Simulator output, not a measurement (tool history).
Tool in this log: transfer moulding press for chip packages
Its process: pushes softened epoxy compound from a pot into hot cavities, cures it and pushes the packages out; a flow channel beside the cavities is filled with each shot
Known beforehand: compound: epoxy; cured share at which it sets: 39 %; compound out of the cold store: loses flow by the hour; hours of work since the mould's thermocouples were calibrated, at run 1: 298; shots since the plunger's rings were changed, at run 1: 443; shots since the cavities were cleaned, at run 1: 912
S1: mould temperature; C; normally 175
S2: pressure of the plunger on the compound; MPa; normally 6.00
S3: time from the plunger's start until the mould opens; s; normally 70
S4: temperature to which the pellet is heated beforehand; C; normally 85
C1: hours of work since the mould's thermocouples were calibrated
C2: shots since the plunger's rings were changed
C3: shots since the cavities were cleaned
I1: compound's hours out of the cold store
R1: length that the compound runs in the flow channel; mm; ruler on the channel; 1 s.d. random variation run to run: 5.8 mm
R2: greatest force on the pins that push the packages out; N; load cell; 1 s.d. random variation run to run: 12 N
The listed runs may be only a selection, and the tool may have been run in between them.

{"run": 1, "hour": 0.0, "S1": 175, "S2": 6.0, "S3": 70, "S4": 85, "C1": 298, "C2": 443, "C3": 912, "I1": 14.9, "R1": 636, "R2": 1015}
{"hour": 7.2, "done": "cavities cleaned with cleaning compound and waxed"}
{"run": 2, "hour": 37.5, "S1": 175, "S2": 6.0, "S3": 70, "S4": 85, "C1": 326, "C2": 1102, "C3": 554, "I1": 25.4, "R1": 608, "R2": 889}
{"hour": 64.0, "done": "cavities cleaned with cleaning compound and waxed"}
{"run": 3, "hour": 93.7, "S1": 175, "S2": 6.0, "S3": 70, "S4": 85, "C1": 369, "C2": 2104, "C3": 544, "I1": 22.1, "R1": 615, "R2": 899}
{"hour": 119.5, "done": "cavities cleaned with cleaning compound and waxed"}
{"run": 4, "hour": 137.7, "S1": 175, "S2": 6.0, "S3": 70, "S4": 85, "C1": 402, "C2": 2881, "C3": 334, "I1": 16.2, "R1": 618, "R2": 800}
{"hour": 176.6, "done": "cavities cleaned with cleaning compound and waxed"}
{"run": 5, "hour": 182.0, "S1": 175, "S2": 6.0, "S3": 70, "S4": 85, "C1": 435, "C2": 3664, "C3": 98, "I1": 23.3, "R1": 601, "R2": 667}
{"hour": 206.0, "done": "plunger's sealing rings changed"}
{"hour": 234.9, "done": "cavities cleaned with cleaning compound and waxed"}
{"run": 6, "hour": 238.8, "S1": 175, "S2": 6.0, "S3": 70, "S4": 85, "C1": 477, "C2": 573, "C3": 70, "I1": 26.8, "R1": 629, "R2": 639}
{"hour": 290.3, "done": "cavities cleaned with cleaning compound and waxed"}
{"run": 7, "hour": 301.2, "S1": 175, "S2": 6.0, "S3": 70, "S4": 85, "C1": 524, "C2": 1687, "C3": 199, "I1": 43.5, "R1": 591, "R2": 658}
{"hour": 346.5, "done": "cavities cleaned with cleaning compound and waxed"}
{"run": 8, "hour": 361.7, "S1": 175, "S2": 6.0, "S3": 70, "S4": 85, "C1": 570, "C2": 2767, "C3": 277, "I1": 43.7, "R1": 583, "R2": 726}
{"hour": 400.6, "done": "cavities cleaned with cleaning compound and waxed"}
{"hour": 407.3, "done": "mould's thermocouples calibrated"}
{"run": 9, "hour": 415.8, "S1": 175, "S2": 5.53, "S3": 70, "S4": 85, "C1": 7, "C2": 3693, "C3": 241, "I1": 28.4, "R1": 570, "R2": 790}
{"hour": 437.6, "done": "plunger's sealing rings changed"}
{"hour": 461.6, "done": "cavities cleaned with cleaning compound and waxed"}
{"run": 10, "hour": 484.2, "S1": 175, "S2": 6.0, "S3": 70, "S4": 92, "C1": 57, "C2": 825, "C3": 413, "I1": 32.7, "R1": 613, "R2": 823}
{"hour": 518.2, "done": "cavities cleaned with cleaning compound and waxed"}
{"run": 11, "hour": 521.4, "S1": 175, "S2": 6.0, "S3": 70, "S4": 92, "C1": 85, "C2": 1478, "C3": 58, "I1": 41.5, "R1": 604, "R2": 612}
{"hour": 573.8, "done": "cavities cleaned with cleaning compound and waxed"}
{"run": 12, "hour": 592.8, "S1": 175, "S2": 6.0, "S3": 70, "S4": 92, "C1": 140, "C2": 2758, "C3": 348, "I1": 43.5, "R1": 598, "R2": 802}
{"hour": 627.7, "done": "cavities cleaned with cleaning compound and waxed"}
{"hour": 667.6, "done": "plunger's sealing rings changed"}
{"run": 13, "hour": 671.7, "S1": 178, "S2": 6.0, "S3": 70, "S4": 85, "C1": 198, "C2": 74, "C3": 760, "I1": 22.5, "R1": 622, "R2": 823}
{"hour": 686.1, "done": "cavities cleaned with cleaning compound and waxed"}
{"run": 14, "hour": 727.1, "S1": 178, "S2": 6.91, "S3": 70, "S4": 94, "C1": 240, "C2": 1061, "C3": 751, "I1": 22.0, "R1": 664, "R2": 775}
{"hour": 744.1, "done": "cavities cleaned with cleaning compound and waxed"}
{"run": 15, "hour": 789.6, "S1": 178, "S2": 6.91, "S3": 70, "S4": 94, "C1": 288, "C2": 2177, "C3": 833, "I1": 12.8, "R1": 659, "R2": 812}
{"hour": 797.4, "done": "cavities cleaned with cleaning compound and waxed"}
{"hour": 852.1, "done": "cavities cleaned with cleaning compound and waxed"}
{"run": 16, "hour": 867.4, "S1": 175, "S2": 6.0, "S3": 53, "S4": 85, "C1": 347, "C2": 3546, "C3": 280, "I1": 23.5, "R1": 609, "R2": 1710}
{"hour": 898.8, "done": "plunger's sealing rings changed"}
{"hour": 911.5, "done": "cavities cleaned with cleaning compound and waxed"}
{"run": 17, "hour": 924.3, "S1": 175, "S2": 7.03, "S3": 53, "S4": 93, "C1": 388, "C2": 438, "C3": 233, "I1": 12.7, "R1": 694, "R2": 1506}
{"hour": 967.4, "done": "cavities cleaned with cleaning compound and waxed"}
{"run": 18, "hour": 976.2, "S1": 180, "S2": 4.76, "S3": 53, "S4": 94, "C1": 427, "C2": 1361, "C3": 160, "I1": 18.1, "R1": 554, "R2": 1090}
{"hour": 1023.7, "done": "cavities cleaned with cleaning compound and waxed"}
{"run": 19, "hour": 1043.2, "S1": 180, "S2": 4.76, "S3": 53, "S4": 94, "C1": 479, "C2": 2560, "C3": 357, "I1": 34.4, "R1": 526, "R2": 1150}
{"hour": 1076.9, "done": "cavities cleaned with cleaning compound and waxed"}
{"run": 20, "hour": 1076.9, "S1": 180, "S2": 6.07, "S3": 53, "S4": 94, "C1": 504, "C2": 3150, "C3": 0, "I1": 47.3, "R1": 574, "R2": 861}
{"run": 21, "hour": 1112.5, "S1": 180, "S2": 6.07, "S3": 53, "S4": 94, "C1": 532, "C2": 3801, "C3": 651, "I1": 44.8, "R1": 580, "R2": 1325}

Across each entry between runs, compare the hidden state at the last listed run before it with the hidden state at the first listed run after it:
After run 1, before run 2: cavities cleaned with cleaning compound and waxed (hour 7.2)
  true mould temperature over the reading, C: 0.4 -> 0.43; pressure that reaches the compound, % of what is set: 98.48 -> 96.77; grip of the stained cavities, % over clean ones': 68.1 -> 53.9
  measured minus no-state result, R1: -6 -> -11 mm; R2: +390 -> +291 N
After run 2, before run 3: cavities cleaned with cleaning compound and waxed (hour 64.0)
  true mould temperature over the reading, C: 0.43 -> 0.47; pressure that reaches the compound, % of what is set: 96.77 -> 94.42; grip of the stained cavities, % over clean ones': 53.9 -> 53.5
  measured minus no-state result, R1: -11 -> -20 mm; R2: +291 -> +290 N
After run 3, before run 4: cavities cleaned with cleaning compound and waxed (hour 119.5)
  true mould temperature over the reading, C: 0.47 -> 0.51; pressure that reaches the compound, % of what is set: 94.42 -> 92.31; grip of the stained cavities, % over clean ones': 53.5 -> 33.5
  measured minus no-state result, R1: -20 -> -27 mm; R2: +290 -> +176 N
After run 4, before run 5: cavities cleaned with cleaning compound and waxed (hour 176.6)
  true mould temperature over the reading, C: 0.51 -> 0.54; pressure that reaches the compound, % of what is set: 92.31 -> 90.44; grip of the stained cavities, % over clean ones': 33.5 -> 15.3
  measured minus no-state result, R1: -27 -> -33 mm; R2: +176 -> +65 N
After run 5, before run 6: plunger's sealing rings changed (hour 206.0); cavities cleaned with cleaning compound and waxed (hour 234.9)
  true mould temperature over the reading, C: 0.54 -> 0.58; pressure that reaches the compound, % of what is set: 90.44 -> 98.14; grip of the stained cavities, % over clean ones': 15.3 -> 10.6
  measured minus no-state result, R1: -33 -> -8 mm; R2: +65 -> +35 N
After run 6, before run 7: cavities cleaned with cleaning compound and waxed (hour 290.3)
  true mould temperature over the reading, C: 0.58 -> 0.63; pressure that reaches the compound, % of what is set: 98.14 -> 95.05; grip of the stained cavities, % over clean ones': 10.6 -> 23.2
  measured minus no-state result, R1: -8 -> -17 mm; R2: +35 -> +99 N
After run 7, before run 8: cavities cleaned with cleaning compound and waxed (hour 346.5)
  true mould temperature over the reading, C: 0.63 -> 0.68; pressure that reaches the compound, % of what is set: 95.05 -> 92.3; grip of the stained cavities, % over clean ones': 23.2 -> 33.3
  measured minus no-state result, R1: -17 -> -26 mm; R2: +99 -> +153 N
After run 8, before run 9: cavities cleaned with cleaning compound and waxed (hour 400.6); mould's thermocouples calibrated (hour 407.3)
  true mould temperature over the reading, C: 0.68 -> -0.04; pressure that reaches the compound, % of what is set: 92.3 -> 89.85; grip of the stained cavities, % over clean ones': 33.3 -> 29.4
  measured minus no-state result, R1: -26 -> -31 mm; R2: +153 -> +182 N
After run 9, before run 10: plunger's sealing rings changed (hour 437.6); cavities cleaned with cleaning compound and waxed (hour 461.6)
  true mould temperature over the reading, C: -0.04 -> 0; pressure that reaches the compound, % of what is set: 89.85 -> 97.72; grip of the stained cavities, % over clean ones': 29.4 -> 46.9
  measured minus no-state result, R1: -31 -> -7 mm; R2: +182 -> +262 N
After run 10, before run 11: cavities cleaned with cleaning compound and waxed (hour 518.2)
  true mould temperature over the reading, C: 0 -> 0.03; pressure that reaches the compound, % of what is set: 97.72 -> 96.01; grip of the stained cavities, % over clean ones': 46.9 -> 7.2
  measured minus no-state result, R1: -7 -> -12 mm; R2: +262 -> +40 N
After run 11, before run 12: cavities cleaned with cleaning compound and waxed (hour 573.8)
  true mould temperature over the reading, C: 0.03 -> 0.08; pressure that reaches the compound, % of what is set: 96.01 -> 92.5; grip of the stained cavities, % over clean ones': 7.2 -> 38.3
  measured minus no-state result, R1: -12 -> -24 mm; R2: +40 -> +219 N
After run 12, before run 13: cavities cleaned with cleaning compound and waxed (hour 627.7); plunger's sealing rings changed (hour 667.6)
  true mould temperature over the reading, C: 0.08 -> 0.14; pressure that reaches the compound, % of what is set: 92.5 -> 99.34; grip of the stained cavities, % over clean ones': 38.3 -> 68.3
  measured minus no-state result, R1: -24 -> -3 mm; R2: +219 -> +330 N
After run 13, before run 14: cavities cleaned with cleaning compound and waxed (hour 686.1)
  true mould temperature over the reading, C: 0.14 -> 0.18; pressure that reaches the compound, % of what is set: 99.34 -> 96.75; grip of the stained cavities, % over clean ones': 68.3 -> 68.2
  measured minus no-state result, R1: -3 -> -11 mm; R2: +330 -> +309 N
After run 14, before run 15: cavities cleaned with cleaning compound and waxed (hour 744.1)
  true mould temperature over the reading, C: 0.18 -> 0.23; pressure that reaches the compound, % of what is set: 96.75 -> 93.79; grip of the stained cavities, % over clean ones': 68.2 -> 70.6
  measured minus no-state result, R1: -11 -> -22 mm; R2: +309 -> +331 N
After run 15, before run 16: cavities cleaned with cleaning compound and waxed (hour 797.4); cavities cleaned with cleaning compound and waxed (hour 852.1)
  true mould temperature over the reading, C: 0.23 -> 0.28; pressure that reaches the compound, % of what is set: 93.79 -> 90.15; grip of the stained cavities, % over clean ones': 70.6 -> 31
  measured minus no-state result, R1: -22 -> -33 mm; R2: +331 -> +388 N
After run 16, before run 17: plunger's sealing rings changed (hour 898.8); cavities cleaned with cleaning compound and waxed (hour 911.5)
  true mould temperature over the reading, C: 0.28 -> 0.33; pressure that reaches the compound, % of what is set: 90.15 -> 98.96; grip of the stained cavities, % over clean ones': 31 -> 27.4
  measured minus no-state result, R1: -33 -> -5 mm; R2: +388 -> +307 N
After run 17, before run 18: cavities cleaned with cleaning compound and waxed (hour 967.4)
  true mould temperature over the reading, C: 0.33 -> 0.36; pressure that reaches the compound, % of what is set: 98.96 -> 96.62; grip of the stained cavities, % over clean ones': 27.4 -> 19.9
  measured minus no-state result, R1: -5 -> -11 mm; R2: +307 -> +159 N
After run 18, before run 19: cavities cleaned with cleaning compound and waxed (hour 1023.7)
  true mould temperature over the reading, C: 0.36 -> 0.42; pressure that reaches the compound, % of what is set: 96.62 -> 93.27; grip of the stained cavities, % over clean ones': 19.9 -> 39
  measured minus no-state result, R1: -11 -> -19 mm; R2: +159 -> +299 N
After run 19, before run 20: cavities cleaned with cleaning compound and waxed (hour 1076.9)
  true mould temperature over the reading, C: 0.42 -> 0.44; pressure that reaches the compound, % of what is set: 93.27 -> 91.78; grip of the stained cavities, % over clean ones': 39 -> 1.9
  measured minus no-state result, R1: -19 -> -26 mm; R2: +299 -> -7 N
